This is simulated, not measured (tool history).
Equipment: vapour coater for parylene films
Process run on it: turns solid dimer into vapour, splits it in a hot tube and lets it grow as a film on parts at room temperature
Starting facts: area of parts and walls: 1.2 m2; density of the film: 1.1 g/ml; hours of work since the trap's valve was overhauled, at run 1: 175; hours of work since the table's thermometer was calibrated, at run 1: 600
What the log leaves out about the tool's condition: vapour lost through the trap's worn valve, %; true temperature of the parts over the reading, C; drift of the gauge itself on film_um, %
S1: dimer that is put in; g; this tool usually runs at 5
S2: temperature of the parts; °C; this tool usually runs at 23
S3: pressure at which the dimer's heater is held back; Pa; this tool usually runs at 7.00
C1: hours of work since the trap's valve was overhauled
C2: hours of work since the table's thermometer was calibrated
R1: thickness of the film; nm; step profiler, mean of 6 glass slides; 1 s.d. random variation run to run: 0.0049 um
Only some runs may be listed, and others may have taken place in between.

run    hour  S1  S2     S3   C1    C2    R1
  1     0.0   5  23   7.00  175   600  2334
  2    41.8   5  23   7.42  200   625  2320
  3    88.5   5  23   7.42  228   653  2309
  4   122.0   5  23   7.42  248   673  2311
  5   153.3   5  23   7.42  267   692  2307
  6   204.6   3  23   7.00  298   723  1395
  7   229.5   3  23   7.00  313   738  1381
  8   256.7   3  23   7.00  329   754  1392
  9   279.2   3  23   7.00  342   768  1398
 10   320.5   3  23   7.00  367   792  1389
      362.4  -- trap's valve overhauled
 11   368.7   5  23   7.00    4   819  2323
 12   406.1   5  23   7.00   26   841  2322
 13   443.0   5  23   7.00   48   864  2314
 14   493.9   5  23   7.00   79   894  2324
 15   540.9   5  28   7.00  107   922  1933
 16   585.8   5  28   7.00  134   949  1941
 17   636.0   7  23   7.00  164   979  3236
 18   680.1   7  23   9.64  191  1006  3158
 19   729.5   5  23   7.00  220  1035  2296
 20   766.4   5  23   7.00  242  1057  2311
 21   798.4   5  23   8.73  262  1077  2263
 22   837.2   5  23   8.73  285  1100  2263
 23   860.6   5  23   7.00  299  1114  2295
 24   906.2   5  23   7.00  326  1141  2303
 25   936.0   7  33  10.99  344  1159  2171
 26   981.9   7  33  10.99  372  1187  2170
     1014.9  -- trap's valve overhauled
 27  1017.0   3  18   4.57    1  1205  1703
 28  1052.7   9  21   2.91   23  1227  4745
 29  1096.0   5  34   4.49   49  1253  1597
 30  1136.4   4  23   2.34   73  1277  1995
 31  1167.1   6  26   2.34   91  1295  2683
 32  1205.2   6  26   2.34  114  1318  2685
 33  1246.6   6  16   2.34  139  1343  3841
 34  1268.8   2  16  10.72  152  1356  1140
 35  1319.0   2  17   5.14  182  1387  1161
 36  1353.9   9  19   7.00  203  1408  4753
 37  1375.6   9  19   7.00  216  1421  4760
 38  1414.8   9  23   8.25  240  1444  4072
 39  1466.7   9  23   8.25  271  1475  4060
 40  1496.0   9  23   8.25  289  1493  4052
     1499.6  -- gauge calibrated
 41  1549.8   6  25  11.63  321  1525  2498
 42  1585.3   5  25   7.37  342  1546  2158
 43  1624.5   8  24   2.30  366  1570  3910
 44  1662.4   4  33   2.79  388  1592  1394
     1669.7  -- trap's valve overhauled
 45  1713.2   4  33   2.79   26  1621  1380
 46  1741.6   7  20   6.24   43  1638  3650

Pick out some run-to-run changes in R1. Of each, how much would a tool without hidden state show as well, from the settings, what came in and chance, and how much is left for the hidden state and any gauge scatter not in both results compared?
Run 27 -> 28: S1 3 -> 9, S2 18 -> 21, S3 4.57 -> 2.91. R1 +3042 nm: hidden state -43, all else +3085.
Run 28 -> 29: S1 9 -> 5, S2 21 -> 34, S3 2.91 -> 4.49. R1 -3148 nm: hidden state +43, all else -3191.
Run 33 -> 34: S1 6 -> 2, S3 2.34 -> 10.72. R1 -2701 nm: hidden state +46, all else -2747.
Run 35 -> 36: S1 2 -> 9, S2 17 -> 19, S3 5.14 -> 7.00. R1 +3592 nm: hidden state -68, all else +3660.
Run 40 -> 41: S1 9 -> 6, S2 23 -> 25, S3 8.25 -> 11.63, gauge calibrated. R1 -1554 nm: hidden state +82, all else -1636.
